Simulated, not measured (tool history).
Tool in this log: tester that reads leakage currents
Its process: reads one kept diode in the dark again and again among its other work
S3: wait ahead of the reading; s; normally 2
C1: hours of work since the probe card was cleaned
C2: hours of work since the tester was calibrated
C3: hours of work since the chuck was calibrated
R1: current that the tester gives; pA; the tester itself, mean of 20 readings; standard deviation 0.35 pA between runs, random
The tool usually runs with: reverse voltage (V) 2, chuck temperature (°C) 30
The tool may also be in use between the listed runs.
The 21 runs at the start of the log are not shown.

{"run": 22, "hour": 747.2, "reverse voltage (V)": 1.29, "chuck temperature (°C)": 23, "S3": 0.61, "C1": 344, "C2": 564, "C3": 344, "R1": 46.43}
{"run": 23, "hour": 797.7, "reverse voltage (V)": 1.29, "chuck temperature (°C)": 23, "S3": 0.61, "C1": 364, "C2": 585, "C3": 364, "R1": 46.28}
{"run": 24, "hour": 849.6, "reverse voltage (V)": 1.29, "chuck temperature (°C)": 23, "S3": 0.61, "C1": 386, "C2": 606, "C3": 386, "R1": 46.15}
{"run": 25, "hour": 881.1, "reverse voltage (V)": 1.29, "chuck temperature (°C)": 23, "S3": 0.61, "C1": 399, "C2": 619, "C3": 399, "R1": 46.52}
{"run": 26, "hour": 921.3, "reverse voltage (V)": 2, "chuck temperature (°C)": 30, "S3": 2.78, "C1": 415, "C2": 636, "C3": 415, "R1": 107.97}
{"run": 27, "hour": 954.2, "reverse voltage (V)": 1.57, "chuck temperature (°C)": 41, "S3": 0.51, "C1": 429, "C2": 650, "C3": 429, "R1": 256.52}
{"hour": 958.8, "done": "chuck's temperature calibrated"}
{"run": 28, "hour": 989.2, "reverse voltage (V)": 2, "chuck temperature (°C)": 24, "S3": 2, "C1": 443, "C2": 663, "C3": 13, "R1": 59.54}
{"run": 29, "hour": 1012.2, "reverse voltage (V)": 2, "chuck temperature (°C)": 24, "S3": 2, "C1": 452, "C2": 673, "C3": 22, "R1": 59.25}
{"run": 30, "hour": 1039.6, "reverse voltage (V)": 2, "chuck temperature (°C)": 47, "S3": 0.34, "C1": 463, "C2": 684, "C3": 33, "R1": 455.81}
{"run": 31, "hour": 1081.3, "reverse voltage (V)": 1.13, "chuck temperature (°C)": 57, "S3": 2, "C1": 481, "C2": 701, "C3": 50, "R1": 780.26}
{"run": 32, "hour": 1109.8, "reverse voltage (V)": 1.13, "chuck temperature (°C)": 57, "S3": 1.1, "C1": 492, "C2": 713, "C3": 62, "R1": 776.35}
{"hour": 1118.1, "done": "chuck's temperature calibrated, once more"}
{"run": 33, "hour": 1138.3, "reverse voltage (V)": 3.92, "chuck temperature (°C)": 34, "S3": 1.1, "C1": 503, "C2": 724, "C3": 8, "R1": 223.07}
{"run": 34, "hour": 1184.5, "reverse voltage (V)": 3.92, "chuck temperature (°C)": 44, "S3": 5.18, "C1": 522, "C2": 743, "C3": 27, "R1": 525.01}
{"run": 35, "hour": 1213.0, "reverse voltage (V)": 4.26, "chuck temperature (°C)": 24, "S3": 4.01, "C1": 534, "C2": 755, "C3": 39, "R1": 91.69}
{"run": 36, "hour": 1250.4, "reverse voltage (V)": 2, "chuck temperature (°C)": 46, "S3": 0.63, "C1": 549, "C2": 770, "C3": 55, "R1": 451.47}
{"run": 37, "hour": 1300.8, "reverse voltage (V)": 15.1, "chuck temperature (°C)": 32, "S3": 0.41, "C1": 570, "C2": 791, "C3": 75, "R1": 347.89}
{"run": 38, "hour": 1342.7, "reverse voltage (V)": 11.21, "chuck temperature (°C)": 27, "S3": 2, "C1": 588, "C2": 808, "C3": 93, "R1": 189.51}
{"run": 39, "hour": 1388.2, "reverse voltage (V)": 10.86, "chuck temperature (°C)": 26, "S3": 1.71, "C1": 606, "C2": 827, "C3": 111, "R1": 171.1}
{"run": 40, "hour": 1437.9, "reverse voltage (V)": 10.86, "chuck temperature (°C)": 26, "S3": 1.71, "C1": 627, "C2": 847, "C3": 132, "R1": 170.19}

Consider 3 possible next runs. They are alternatives, not a sequence: every one starts from the tool as it was left by run 40. What does each give?
{"run": "A", "hour": 1460.3, "reverse voltage (V)": 6.44, "chuck temperature (°C)": 26, "S3": 1.71, "C1": 636, "C2": 857, "C3": 141, "R1": "?"}
{"run": "B", "hour": 1460.3, "reverse voltage (V)": 3.75, "chuck temperature (°C)": 30, "S3": 9.65, "C1": 636, "C2": 857, "C3": 141, "R1": "?"}
{"run": "C", "hour": 1460.3, "reverse voltage (V)": 2, "chuck temperature (°C)": 33, "S3": 2.37, "C1": 636, "C2": 857, "C3": 141, "R1": "?"}

run=A R1=132.58
run=B R1=150.2
run=C R1=146.26
With the hidden condition removed and each run's random variation left untouched, the same runs would have given:
run=A R1=134.65
run=B R1=153.14
run=C R1=149.39
